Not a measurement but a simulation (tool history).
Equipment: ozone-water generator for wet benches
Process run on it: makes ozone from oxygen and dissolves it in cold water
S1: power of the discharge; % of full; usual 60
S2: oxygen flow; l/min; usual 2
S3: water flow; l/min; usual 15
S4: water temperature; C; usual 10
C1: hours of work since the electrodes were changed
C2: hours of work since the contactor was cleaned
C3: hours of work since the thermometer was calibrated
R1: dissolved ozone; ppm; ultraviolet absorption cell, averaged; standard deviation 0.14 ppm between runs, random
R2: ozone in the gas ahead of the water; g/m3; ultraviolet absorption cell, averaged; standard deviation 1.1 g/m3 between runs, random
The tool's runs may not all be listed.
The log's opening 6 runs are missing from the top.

Run 7, hour 204.9: usual settings but S4 8 C; C1 273; C2 3270; C3 1864. Result: R1 17.1 ppm, R2 191.3 g/m3.
Run 8, hour 253.9: usual settings; C1 305; C2 3302; C3 1897. Result: R1 16.9 ppm, R2 192.8 g/m3.
Run 9, hour 301.1: usual settings; C1 336; C2 3333; C3 1928. Result: R1 16.9 ppm, R2 191 g/m3.
At hour 309.5: contactor cleaned.
Run 10, hour 353.8: usual settings; C1 368; C2 29; C3 1960. Result: R1 16.7 ppm, R2 191.5 g/m3.
Run 11, hour 402.6: usual settings; C1 400; C2 61; C3 1992. Result: R1 16.7 ppm, R2 189.7 g/m3.
Run 12, hour 434.6: usual settings but S4 14 C; C1 421; C2 82; C3 2013. Result: R1 16.1 ppm, R2 193.2 g/m3.
Run 13, hour 487.4: usual settings but S4 14 C; C1 456; C2 117; C3 2047. Result: R1 16.1 ppm, R2 191.1 g/m3.
Run 14, hour 512: usual settings but S4 14 C; C1 472; C2 133; C3 2063. Result: R1 16.2 ppm, R2 192.2 g/m3.
Run 15, hour 550.3: usual settings but S4 14 C; C1 497; C2 158; C3 2089. Result: R1 16.4 ppm, R2 193.6 g/m3.
Run 16, hour 595.6: usual settings but S1 44 % of full; C1 527; C2 188; C3 2118. Result: R1 13.1 ppm, R2 148.2 g/m3.
Run 17, hour 628.9: usual settings but S1 44 % of full; C1 549; C2 210; C3 2140. Result: R1 13 ppm, R2 147.8 g/m3.
Run 18, hour 674: usual settings but S1 44 % of full; C1 578; C2 239; C3 2170. Result: R1 13 ppm, R2 149.7 g/m3.
Run 19, hour 710.9: usual settings but S1 44 % of full, S2 1.22 l/min, S3 24 l/min, S4 8 C; C1 602; C2 264; C3 2194. Result: R1 6.9 ppm, R2 197.8 g/m3.
Run 20, hour 762.1: usual settings but S1 98 % of full, S2 1.16 l/min, S3 22 l/min, S4 8 C; C1 636; C2 297; C3 2228. Result: R1 14.6 ppm, R2 385 g/m3.
Run 21, hour 783.7: usual settings but S2 1.93 l/min, S3 10 l/min, S4 15 C; C1 650; C2 311; C3 2242. Result: R1 22.8 ppm, R2 194.6 g/m3.
Run 22, hour 809.6: usual settings but S1 53 % of full, S2 2.53 l/min, S3 13 l/min, S4 18 C; C1 667; C2 328; C3 2259. Result: R1 16.5 ppm, R2 149.7 g/m3.
Run 23, hour 849: usual settings but S1 96 % of full, S2 1.93 l/min, S3 9 l/min; C1 693; C2 354; C3 2285. Result: R1 38.5 ppm, R2 283.8 g/m3.

Run 24 has not been measured yet. What should we expect?
Run 24, hour 897.2: usual settings but S1 96 % of full, S2 1.93 l/min, S3 9 l/min; C1 725; C2 386; C3 2316. Result: R1 ?, R2 ?.

R1: 38 ppm
R2: 284.1 g/m3
Were there no unlogged condition in the tool, this run, its random variation unchanged, would have produced R1 38.1 ppm, R2 289.1 g/m3.
